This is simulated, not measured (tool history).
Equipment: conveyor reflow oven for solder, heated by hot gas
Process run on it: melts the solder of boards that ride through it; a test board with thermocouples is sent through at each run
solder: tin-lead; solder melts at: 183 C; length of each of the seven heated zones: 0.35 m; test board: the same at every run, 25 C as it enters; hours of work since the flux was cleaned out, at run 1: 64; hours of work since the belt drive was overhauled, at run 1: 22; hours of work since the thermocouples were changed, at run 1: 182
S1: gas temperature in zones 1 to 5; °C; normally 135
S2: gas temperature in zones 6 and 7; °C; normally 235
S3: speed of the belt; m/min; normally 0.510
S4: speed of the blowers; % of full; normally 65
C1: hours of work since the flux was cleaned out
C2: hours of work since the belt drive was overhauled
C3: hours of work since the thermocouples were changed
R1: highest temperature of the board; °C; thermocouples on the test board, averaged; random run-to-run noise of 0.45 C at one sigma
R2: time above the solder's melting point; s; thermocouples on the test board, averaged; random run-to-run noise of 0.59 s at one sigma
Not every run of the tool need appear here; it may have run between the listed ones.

| run | hour | S1 | S2 | S3 | S4 | C1 | C2 | C3 | R1 | R2 |
|---|---|---|---|---|---|---|---|---|---|---|
| 1 | 0.0 | 135 | 235 | 0.510 | 65 | 64 | 22 | 182 | 213.4 | 55.1 |
| 2 | 9.4 | 135 | 235 | 0.510 | 65 | 71 | 29 | 188 | 213.6 | 55.0 |
| 3 | 19.4 | 135 | 235 | 0.510 | 65 | 77 | 35 | 194 | 213.8 | 56.5 |
| 4 | 31.3 | 135 | 235 | 0.510 | 65 | 85 | 43 | 202 | 213.6 | 55.3 |
| 5 | 42.9 | 135 | 235 | 0.510 | 65 | 93 | 51 | 210 | 213.7 | 55.6 |
| 6 | 50.8 | 125 | 235 | 0.510 | 65 | 98 | 56 | 215 | 211.6 | 50.3 |
| 7 | 58.8 | 135 | 235 | 0.494 | 65 | 103 | 61 | 220 | 214.2 | 58.6 |
| 8 | 71.4 | 135 | 235 | 0.494 | 65 | 111 | 69 | 229 | 215.3 | 59.0 |
| 9 | 85.2 | 135 | 235 | 0.452 | 65 | 120 | 78 | 238 | 217.2 | 68.6 |
| 10 | 99.7 | 135 | 235 | 0.452 | 65 | 130 | 88 | 247 | 217.5 | 68.8 |
| 11 | 114.5 | 135 | 235 | 0.452 | 65 | 140 | 98 | 257 | 217.9 | 67.2 |
| 12 | 129.1 | 135 | 235 | 0.424 | 65 | 149 | 107 | 266 | 220.0 | 75.4 |
| 13 | 140.7 | 135 | 235 | 0.523 | 65 | 157 | 115 | 274 | 211.9 | 53.0 |
| 14 | 147.2 | 135 | 235 | 0.523 | 65 | 161 | 119 | 278 | 213.2 | 53.2 |
| 15 | 155.9 | 135 | 235 | 0.510 | 69 | 167 | 125 | 284 | 214.1 | 56.0 |
| 16 | 162.2 | 135 | 234 | 0.601 | 71 | 171 | 129 | 288 | 208.0 | 40.9 |
| 17 | 168.9 | 135 | 244 | 0.601 | 71 | 175 | 133 | 293 | 215.3 | 48.4 |
| 18 | 177.4 | 135 | 225 | 0.473 | 65 | 181 | 139 | 298 | 207.1 | 54.4 |
| 19 | 191.2 | 135 | 235 | 0.510 | 62 | 190 | 148 | 307 | 213.0 | 54.8 |
| 20 | 199.4 | 144 | 235 | 0.510 | 79 | 195 | 153 | 313 | 218.7 | 64.0 |
| 21 | 210.7 | 144 | 235 | 0.510 | 79 | 203 | 161 | 320 | 218.3 | 63.6 |
| 22 | 220.0 | 144 | 235 | 0.510 | 79 | 209 | 167 | 326 | 218.7 | 64.7 |
| 23 | 228.7 | 144 | 235 | 0.510 | 79 | 214 | 172 | 332 | 218.4 | 65.0 |
| 24 | 236.4 | 144 | 235 | 0.510 | 79 | 219 | 177 | 337 | 218.1 | 65.3 |
| 25 | 248.6 | 135 | 235 | 0.421 | 80 | 227 | 185 | 345 | 223.5 | 79.4 |
| 26 | 255.6 | 135 | 235 | 0.421 | 80 | 232 | 190 | 349 | 223.6 | 79.5 |
| 27 | 267.4 | 135 | 245 | 0.453 | 80 | 240 | 198 | 357 | 230.8 | 77.6 |
| 28 | 278.5 | 135 | 245 | 0.453 | 80 | 247 | 205 | 364 | 230.4 | 78.3 |
| 29 | 288.4 | 135 | 235 | 0.510 | 57 | 254 | 212 | 371 | 209.7 | 52.3 |
| 30 | 296.3 | 135 | 240 | 0.503 | 65 | 259 | 217 | 376 | 217.3 | 61.5 |

Each row is a separate what-if for the run after 30, all from the same tool condition, not one after another. Results?
| A | 304.1 | 135 | 240 | 0.503 | 65 | 264 | 222 | 381 | ? | ? |
| B | 304.1 | 140 | 248 | 0.510 | 65 | 264 | 222 | 381 | ? | ? |
| C | 304.1 | 137 | 249 | 0.503 | 65 | 264 | 222 | 381 | ? | ? |
| D | 304.1 | 141 | 247 | 0.608 | 65 | 264 | 222 | 381 | ? | ? |

| run | R1 | R2 |
|---|---|---|
| A | 217.8 | 60.8 |
| B | 225.3 | 68.1 |
| C | 225.7 | 66.9 |
| D | 216.9 | 49.7 |
Stripped of hidden state, with their random variation kept, the same runs would have yielded:
| run | R1 | R2 |
|---|---|---|
| A | 217.9 | 60.9 |
| B | 225.3 | 68.2 |
| C | 225.8 | 66.9 |
| D | 217.0 | 49.7 |
